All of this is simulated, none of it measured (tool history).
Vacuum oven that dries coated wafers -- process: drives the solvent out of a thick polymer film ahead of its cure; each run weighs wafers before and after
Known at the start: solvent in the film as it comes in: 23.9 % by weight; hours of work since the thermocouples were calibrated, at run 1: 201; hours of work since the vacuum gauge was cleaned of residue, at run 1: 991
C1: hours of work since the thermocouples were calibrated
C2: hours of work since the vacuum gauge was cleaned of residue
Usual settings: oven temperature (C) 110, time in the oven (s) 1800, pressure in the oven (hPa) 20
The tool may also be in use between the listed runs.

{"run": 1, "hour": 0.0, "oven temperature (C)": 110, "time in the oven (s)": 1800, "pressure in the oven (hPa)": 20, "C1": 201, "C2": 991, "solvent left in the film (%)": 4.69}
{"run": 2, "hour": 57.5, "oven temperature (C)": 110, "time in the oven (s)": 1440, "pressure in the oven (hPa)": 20, "C1": 241, "C2": 1030, "solvent left in the film (%)": 6.1}
{"run": 3, "hour": 145.3, "oven temperature (C)": 110, "time in the oven (s)": 1440, "pressure in the oven (hPa)": 20, "C1": 301, "C2": 1090, "solvent left in the film (%)": 6}
{"run": 4, "hour": 214.0, "oven temperature (C)": 110, "time in the oven (s)": 1980, "pressure in the oven (hPa)": 20, "C1": 348, "C2": 1137, "solvent left in the film (%)": 4.01}
{"run": 5, "hour": 261.6, "oven temperature (C)": 110, "time in the oven (s)": 1800, "pressure in the oven (hPa)": 52.8, "C1": 381, "C2": 1170, "solvent left in the film (%)": 5.52}
{"run": 6, "hour": 356.8, "oven temperature (C)": 110, "time in the oven (s)": 1800, "pressure in the oven (hPa)": 52.8, "C1": 446, "C2": 1235, "solvent left in the film (%)": 5.49}
{"run": 7, "hour": 438.7, "oven temperature (C)": 110, "time in the oven (s)": 1800, "pressure in the oven (hPa)": 20, "C1": 502, "C2": 1291, "solvent left in the film (%)": 4.41}
{"run": 8, "hour": 495.5, "oven temperature (C)": 110, "time in the oven (s)": 1800, "pressure in the oven (hPa)": 20, "C1": 541, "C2": 1330, "solvent left in the film (%)": 4.48}
{"run": 9, "hour": 571.4, "oven temperature (C)": 110, "time in the oven (s)": 1800, "pressure in the oven (hPa)": 20, "C1": 593, "C2": 1382, "solvent left in the film (%)": 4.46}
{"hour": 637.4, "done": "vacuum gauge cleaned of residue and calibrated"}
{"run": 10, "hour": 664.9, "oven temperature (C)": 110, "time in the oven (s)": 1800, "pressure in the oven (hPa)": 20, "C1": 656, "C2": 19, "solvent left in the film (%)": 4.28}
{"hour": 727.2, "done": "oven's thermocouples calibrated"}
{"run": 11, "hour": 735.5, "oven temperature (C)": 110, "time in the oven (s)": 1800, "pressure in the oven (hPa)": 20, "C1": 6, "C2": 66, "solvent left in the film (%)": 4.51}
{"run": 12, "hour": 807.5, "oven temperature (C)": 108, "time in the oven (s)": 2700, "pressure in the oven (hPa)": 11.3, "C1": 55, "C2": 115, "solvent left in the film (%)": 2.56}
{"run": 13, "hour": 889.4, "oven temperature (C)": 108, "time in the oven (s)": 2700, "pressure in the oven (hPa)": 11.3, "C1": 111, "C2": 171, "solvent left in the film (%)": 2.49}
{"run": 14, "hour": 935.6, "oven temperature (C)": 123, "time in the oven (s)": 900, "pressure in the oven (hPa)": 11.5, "C1": 143, "C2": 203, "solvent left in the film (%)": 5.08}
{"run": 15, "hour": 1012.4, "oven temperature (C)": 114, "time in the oven (s)": 2640, "pressure in the oven (hPa)": 19.5, "C1": 195, "C2": 256, "solvent left in the film (%)": 1.75}
{"run": 16, "hour": 1066.1, "oven temperature (C)": 105, "time in the oven (s)": 1800, "pressure in the oven (hPa)": 20, "C1": 232, "C2": 293, "solvent left in the film (%)": 5.89}
{"run": 17, "hour": 1126.1, "oven temperature (C)": 110, "time in the oven (s)": 1920, "pressure in the oven (hPa)": 37.2, "C1": 273, "C2": 334, "solvent left in the film (%)": 4.59}
{"run": 18, "hour": 1218.3, "oven temperature (C)": 122, "time in the oven (s)": 1920, "pressure in the oven (hPa)": 37.2, "C1": 337, "C2": 397, "solvent left in the film (%)": 1.93}
{"run": 19, "hour": 1262.6, "oven temperature (C)": 122, "time in the oven (s)": 1920, "pressure in the oven (hPa)": 37.2, "C1": 367, "C2": 427, "solvent left in the film (%)": 1.89}
{"run": 20, "hour": 1324.4, "oven temperature (C)": 122, "time in the oven (s)": 1920, "pressure in the oven (hPa)": 37.2, "C1": 409, "C2": 470, "solvent left in the film (%)": 1.97}

Each row is a separate what-if for the run after 20, all from the same tool condition, not one after another. Results?
{"run": "A", "hour": 1405.8, "oven temperature (C)": 104, "time in the oven (s)": 1020, "pressure in the oven (hPa)": 37.2, "C1": 465, "C2": 525, "solvent left in the film (%)": "?"}
{"run": "B", "hour": 1405.8, "oven temperature (C)": 96, "time in the oven (s)": 1620, "pressure in the oven (hPa)": 12.1, "C1": 465, "C2": 525, "solvent left in the film (%)": "?"}
{"run": "C", "hour": 1405.8, "oven temperature (C)": 122, "time in the oven (s)": 2280, "pressure in the oven (hPa)": 38.2, "C1": 465, "C2": 525, "solvent left in the film (%)": "?"}
{"run": "D", "hour": 1405.8, "oven temperature (C)": 100, "time in the oven (s)": 1980, "pressure in the oven (hPa)": 17.5, "C1": 465, "C2": 525, "solvent left in the film (%)": "?"}

run=A solvent_left_in_the_film_(%)=10.52
run=B solvent_left_in_the_film_(%)=9.28
run=C solvent_left_in_the_film_(%)=1.58
run=D solvent_left_in_the_film_(%)=6.71
Without the tool's hidden state the same runs would have given:
run=A solvent_left_in_the_film_(%)=10.75
run=B solvent_left_in_the_film_(%)=9.5
run=C solvent_left_in_the_film_(%)=1.63
run=D solvent_left_in_the_film_(%)=6.92
